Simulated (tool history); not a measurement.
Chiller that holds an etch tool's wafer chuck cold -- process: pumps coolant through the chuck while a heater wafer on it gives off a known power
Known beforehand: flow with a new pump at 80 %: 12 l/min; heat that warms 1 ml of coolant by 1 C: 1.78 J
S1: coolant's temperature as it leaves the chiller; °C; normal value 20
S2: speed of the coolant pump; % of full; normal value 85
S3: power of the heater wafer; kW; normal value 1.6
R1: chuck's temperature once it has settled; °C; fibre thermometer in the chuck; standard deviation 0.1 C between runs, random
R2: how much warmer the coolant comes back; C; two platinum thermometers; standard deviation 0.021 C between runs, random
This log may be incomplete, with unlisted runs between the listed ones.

run	hour	S1	S2	S3	R1	R2
1	0	20	85	1.6	32.9	4.26
2	27.8	20	85	1.6	32.8	4.23
3	53.7	20	85	1.6	32.8	4.26
4	81.4	20	85	1.6	32.8	4.24
5	103.7	27	85	1.6	39.7	4.27
6	133	27	94	1.6	38.9	3.83
7	151.8	27	94	1.6	39.1	3.88
8	180.3	20	62	1.6	35.5	5.86
9	194.2	16	81	1.397	27.5	3.91
10	225.3	26	64	1.6	41	5.66
11	243.3	14	85	1.347	24.7	3.56
12	269.5	20	60	0.907	28.9	3.42
13	297.2	13	85	1.6	25.7	4.29
14	315.3	24	73	1.703	39.1	5.28
15	347.2	19	90	1.703	32.3	4.33
16	365.3	19	90	1.703	32.3	4.28

Below are 3 alternative next runs, each starting from the tool's condition after run 16. Predict each:
A	388.1	20	82	1.6	?	?
B	388.1	29	85	1.6	?	?
C	388.1	13	60	1.056	?	?

run	R1	R2
A	33	4.43
B	41.9	4.3
C	23.3	4.02
Had the tool no hidden state, the same runs would have come out as:
run	R1	R2
A	32.6	4.38
B	41.6	4.25
C	23.1	3.97

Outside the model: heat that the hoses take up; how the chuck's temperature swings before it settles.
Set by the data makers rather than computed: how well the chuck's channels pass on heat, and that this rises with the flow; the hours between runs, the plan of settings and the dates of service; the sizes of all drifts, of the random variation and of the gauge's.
